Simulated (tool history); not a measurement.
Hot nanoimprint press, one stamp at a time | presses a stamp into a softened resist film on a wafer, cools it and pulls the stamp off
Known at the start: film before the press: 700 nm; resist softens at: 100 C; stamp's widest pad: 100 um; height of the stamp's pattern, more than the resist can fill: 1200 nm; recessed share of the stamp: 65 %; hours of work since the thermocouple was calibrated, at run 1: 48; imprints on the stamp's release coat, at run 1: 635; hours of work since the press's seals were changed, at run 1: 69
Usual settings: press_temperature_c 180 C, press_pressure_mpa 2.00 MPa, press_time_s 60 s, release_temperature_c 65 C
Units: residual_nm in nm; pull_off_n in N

| run | day | press_temperature_c | press_pressure_mpa | press_time_s | release_temperature_c | hours of work since the thermocouple was calibrated | imprints on the stamp's release coat | hours of work since the press's seals were changed | residual_nm | pull_off_n |
|---|---|---|---|---|---|---|---|---|---|---|
| 1 | 0.000 | 180 | 2.00 | 60 | 65 | 48 | 635 | 69 | 315.0 | 117 |
| 2 | 0.608 | 180 | 2.00 | 60 | 65 | 56 | 668 | 77 | 313.8 | 117 |
| 3 | 1.175 | 180 | 2.00 | 60 | 65 | 63 | 698 | 84 | 313.9 | 117 |
| 4 | 1.679 | 180 | 2.00 | 60 | 65 | 70 | 725 | 91 | 314.4 | 113 |
| 5 | 2.017 | 180 | 2.00 | 60 | 65 | 74 | 743 | 95 | 313.8 | 114 |
| 6 | 2.538 | 180 | 2.00 | 60 | 65 | 80 | 771 | 101 | 313.6 | 110 |
| 7 | 3.054 | 180 | 2.00 | 60 | 65 | 87 | 799 | 108 | 316.7 | 116 |
| 8 | 3.317 | 180 | 2.00 | 60 | 65 | 90 | 813 | 111 | 311.8 | 114 |
| 9 | 3.800 | 180 | 2.00 | 60 | 65 | 96 | 839 | 117 | 315.0 | 117 |
| 10 | 4.308 | 180 | 2.00 | 60 | 65 | 103 | 866 | 124 | 315.6 | 115 |
| 11 | 4.671 | 180 | 2.00 | 60 | 65 | 107 | 885 | 129 | 312.1 | 114 |
| 12 | 5.146 | 180 | 2.00 | 46 | 65 | 114 | 911 | 135 | 346.3 | 117 |
| 13 | 5.458 | 190 | 2.00 | 46 | 65 | 117 | 928 | 139 | 238.0 | 114 |
| 14 | 5.762 | 190 | 2.00 | 46 | 65 | 121 | 944 | 142 | 238.7 | 117 |
| 15 | 6.100 | 180 | 2.00 | 108 | 65 | 126 | 962 | 147 | 253.4 | 117 |
| 16 | 6.408 | 185 | 3.09 | 75 | 57 | 130 | 978 | 151 | 186.8 | 129 |
| 17 | 6.912 | 180 | 2.00 | 60 | 65 | 136 | 1005 | 157 | 316.3 | 112 |
| 18 | 7.258 | 180 | 1.41 | 95 | 72 | 140 | 1024 | 161 | 321.7 | 105 |
| 19 | 7.583 | 190 | 2.02 | 60 | 65 | 144 | 1041 | 165 | 214.0 | 118 |
| 20 | 8.158 | 190 | 2.02 | 60 | 65 | 152 | 1072 | 173 | 213.9 | 116 |
| 21 | 8.658 | 190 | 2.02 | 60 | 65 | 158 | 1099 | 179 | 213.9 | 111 |
| 22 | 9.125 | 180 | 2.00 | 43 | 65 | 164 | 1124 | 185 | 352.3 | 117 |
| 23 | 9.638 | 180 | 2.00 | 43 | 65 | 171 | 1151 | 192 | 352.8 | 115 |
| 24 | 10.033 | 180 | 1.61 | 75 | 64 | 176 | 1172 | 197 | 323.8 | 116 |
| 25 | 10.325 | 180 | 1.24 | 60 | 72 | 179 | 1188 | 200 | 395.9 | 104 |
| 26 | 10.700 | 180 | 1.56 | 60 | 53 | 184 | 1208 | 205 | 356.1 | 136 |
| 27 | 11.162 | 181 | 2.00 | 60 | 61 | 190 | 1233 | 211 | 302.8 | 123 |
| 28 | 11.733 | 181 | 2.00 | 60 | 61 | 197 | 1263 | 218 | 304.1 | 120 |
| 29 | 12.104 | 182 | 2.00 | 80 | 64 | 202 | 1283 | 223 | 262.1 | 115 |
| 30 | 12.675 | 182 | 2.00 | 38 | 64 | 209 | 1314 | 230 | 341.0 | 117 |

4 ways to go on from here, each from the tool as it stands after run 30. What would each give?
| A | 13.042 | 170 | 2.00 | 44 | 65 | 214 | 1334 | 235 | ? | ? |
| B | 13.042 | 182 | 2.78 | 38 | 57 | 214 | 1334 | 235 | ? | ? |
| C | 13.042 | 175 | 1.21 | 38 | 51 | 214 | 1334 | 235 | ? | ? |
| D | 13.042 | 181 | 2.00 | 38 | 54 | 214 | 1334 | 235 | ? | ? |

| run | residual_nm | pull_off_n |
|---|---|---|
| A | 494.4 | 113 |
| B | 288.9 | 130 |
| C | 523.3 | 143 |
| D | 354.7 | 132 |
Without the tool's hidden state the same runs would have given:
| run | residual_nm | pull_off_n |
|---|---|---|
| A | 494.1 | 113 |
| B | 288.6 | 129 |
| C | 523.0 | 142 |
| D | 354.4 | 131 |
